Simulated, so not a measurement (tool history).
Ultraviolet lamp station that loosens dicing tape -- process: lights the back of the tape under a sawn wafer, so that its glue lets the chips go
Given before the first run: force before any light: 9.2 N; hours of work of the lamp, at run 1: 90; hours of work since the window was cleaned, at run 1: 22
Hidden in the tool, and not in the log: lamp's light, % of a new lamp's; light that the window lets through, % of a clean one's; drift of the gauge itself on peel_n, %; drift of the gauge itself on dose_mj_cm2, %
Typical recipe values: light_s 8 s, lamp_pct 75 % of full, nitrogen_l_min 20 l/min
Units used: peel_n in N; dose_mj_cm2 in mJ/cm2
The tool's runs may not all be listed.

run	day	light_s	lamp_pct	nitrogen_l_min	hours of work of the lamp	hours of work since the window was cleaned	peel_n	dose_mj_cm2
1	0.000	8	75	20	90	22	0.821	381
2	1.062	8	75	20	102	33	0.831	372
3	1.929	8	75	20	111	43	0.856	368
4	3.171	11	75	20	125	56	0.432	503
5	4.262	11	75	20	136	68	0.441	495
6	5.704	11	75	20	152	84	0.471	489
7	7.204	11	75	20	168	100	0.467	480
8	8.142	8	75	20	179	110	1.005	349
9	9.412	8	67	20	192	124	1.237	308
10	10.608	8	67	20	205	137	1.319	301
11	12.158	8	67	19	222	154	1.433	296
12	13.496	8	67	37	237	168	0.897	293
13	14.400	8	75	9	246	178	2.087	320
14	15.388	8	75	6	257	189	2.636	316
15	16.575	8	75	11	270	202	1.909	311
# day 17.458: window cleaned of glue's vapour
16	17.458	8	75	9	279	0	2.382	288
17	18.883	8	75	15	295	15	1.778	281
18	20.462	14	76	10	312	33	0.915	488
19	21.612	16	61	11	324	45	1.006	446
20	23.212	14	65	17	342	62	0.842	411
21	24.079	7	83	17	351	72	1.865	254
# day 25.121: window cleaned of glue's vapour, once more
22	25.425	12	63	36	365	3	0.336	457
23	26.288	8	92	23	375	13	0.514	445
24	27.333	8	92	23	386	24	0.535	433
25	28.038	8	79	7	394	32	1.951	373
26	29.171	8	75	18	406	44	1.089	348
27	30.371	5	86	18	419	57	1.970	247
28	31.183	5	86	18	428	66	1.955	245
29	32.096	5	86	18	438	76	1.989	239
30	33.667	8	75	29	455	93	0.802	329
31	35.100	8	70	18	470	108	1.381	304
32	36.608	8	70	18	487	125	1.448	299
33	37.671	7	84	20	498	136	1.225	311
34	39.288	7	83	22	516	154	1.206	298

Below, some changes in peel_n between adjacent runs. For each, the amount present without the hidden state too (settings, incoming material, random variation) and the amount remaining for the hidden state with gauge scatter not shared by both compared results:
Run 12 -> 13: lamp_pct 67 -> 75, nitrogen_l_min 37 -> 9. peel_n +1.190 N: hidden state +0.264, all else +0.926.
Run 17 -> 18: light_s 8 -> 14, lamp_pct 75 -> 76, nitrogen_l_min 15 -> 10. peel_n -0.863 N: hidden state -0.296, all else -0.567.
Run 20 -> 21: light_s 14 -> 7, lamp_pct 65 -> 83. peel_n +1.023 N: hidden state +0.458, all else +0.565.
Run 21 -> 22: light_s 7 -> 12, lamp_pct 83 -> 63, nitrogen_l_min 17 -> 36, window cleaned of glue's vapour, once more. peel_n -1.529 N: hidden state -0.899, all else -0.630.
Run 24 -> 25: lamp_pct 92 -> 79, nitrogen_l_min 23 -> 7. peel_n +1.416 N: hidden state +0.195, all else +1.221.

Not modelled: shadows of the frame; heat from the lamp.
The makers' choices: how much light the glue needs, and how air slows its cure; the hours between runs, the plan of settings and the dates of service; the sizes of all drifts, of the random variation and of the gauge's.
